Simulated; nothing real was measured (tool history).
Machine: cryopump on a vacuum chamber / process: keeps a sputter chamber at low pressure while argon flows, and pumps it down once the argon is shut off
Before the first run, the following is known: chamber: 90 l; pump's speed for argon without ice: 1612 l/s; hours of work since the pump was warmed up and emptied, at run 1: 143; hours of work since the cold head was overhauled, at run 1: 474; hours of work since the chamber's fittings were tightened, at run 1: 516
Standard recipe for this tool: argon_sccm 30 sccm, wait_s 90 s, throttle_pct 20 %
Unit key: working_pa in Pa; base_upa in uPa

run    hour  argon_sccm  wait_s  throttle_pct  hours of work since the pump was warmed up and emptied  hours of work since the cold head was overhauled  hours of work since the chamber's fittings were tightened  working_pa  base_upa
  1     0.0          30      90            20                                                     143                                               474                                                        516      0.1617      1.34
  2    23.0          30      90            20                                                     157                                               488                                                        530      0.1608      1.39
  3    54.8          30      90            20                                                     177                                               508                                                        550      0.1625      1.38
  4   106.3          30      90            20                                                     209                                               540                                                        582      0.1634      1.45
  5   129.1          30      90            20                                                     223                                               554                                                        596      0.1628      1.44
  6   177.3          30      90            20                                                     253                                               584                                                        626      0.1654      1.51
  7   199.9          22      90            20                                                     267                                               598                                                        640      0.1203      1.51
  8   232.7          22      90            20                                                     287                                               619                                                        660      0.1210      1.55
  9   256.1          22      90            20                                                     302                                               633                                                        675      0.1239      1.54
      297.1  -- pump warmed up, emptied and cooled again
 10   304.8          22      90            20                                                       5                                               660                                                        702      0.1157      1.40
 11   347.4          33      90            20                                                      31                                               687                                                        729      0.1752      1.37
 12   369.7          33      90            20                                                      45                                               701                                                        742      0.1731      1.43
 13   398.3          33      90            20                                                      63                                               719                                                        760      0.1745      1.50
 14   430.1          20      90            20                                                      83                                               738                                                        780      0.1060      1.49
 15   453.1          30      90            20                                                      97                                               753                                                        794      0.1607      1.47
 16   491.3          30      90            20                                                     121                                               776                                                        818      0.1609      1.54
 17   525.5          30      90            20                                                     142                                               798                                                        839      0.1606      1.61
 18   565.4          21     220            53                                                     167                                               822                                                        864      0.0445      1.15
 19   618.7          30      23            20                                                     200                                               856                                                        897      0.1623      3.88
 20   659.0          30      58            25                                                     225                                               881                                                        922      0.1326      2.08
 21   689.7          19      90            28                                                     244                                               900                                                        941      0.0764      1.73
 22   716.5          43      90            16                                                     261                                               916                                                        958      0.2912      1.72
 23   755.4          43      52            43                                                     285                                               941                                                        982      0.1168      2.26
 24   802.5          43      52            43                                                     314                                               970                                                       1012      0.1197      2.41
      824.9  -- pump warmed up, emptied and cooled again
 25   831.3          12      90            50                                                       4                                               985                                                       1026      0.0247      1.63
 26   871.2          12      90            50                                                      29                                              1010                                                       1051      0.0251      1.64
 27   914.7          23     146            27                                                      56                                              1037                                                       1078      0.0917      1.34
 28   962.1          35     285            20                                                      85                                              1066                                                       1108      0.1862      1.18
 29   990.6          35      42            31                                                     103                                              1084                                                       1126      0.1223      2.55
 30  1040.3          20      25            16                                                     134                                              1115                                                       1156      0.1341      3.65
 31  1075.6          30      90            51                                                     156                                              1137                                                       1178      0.0664      1.81
 32  1111.4          23      91            58                                                     178                                              1159                                                       1201      0.0458      1.80
 33  1145.3          23      91            58                                                     199                                              1180                                                       1222      0.0468      1.85
 34  1170.9          14     105            39                                                     215                                              1196                                                       1238      0.0410      1.71

Below are 3 alternative next runs, each starting from the tool's condition after run 34. Predict each:
  A  1208.9          14     105            24                                                     239                                              1220                                                       1261           ?         ?
  B  1208.9          17     153            32                                                     239                                              1220                                                       1261           ?         ?
  C  1208.9          13      34            24                                                     239                                              1220                                                       1261           ?         ?

run  working_pa  base_upa
  A      0.0655      1.80
  B      0.0599      1.60
  C      0.0592      3.11
With no hidden state in the tool, these same runs would have given:
run  working_pa  base_upa
  A      0.0621      0.79
  B      0.0557      0.61
  C      0.0560      2.12

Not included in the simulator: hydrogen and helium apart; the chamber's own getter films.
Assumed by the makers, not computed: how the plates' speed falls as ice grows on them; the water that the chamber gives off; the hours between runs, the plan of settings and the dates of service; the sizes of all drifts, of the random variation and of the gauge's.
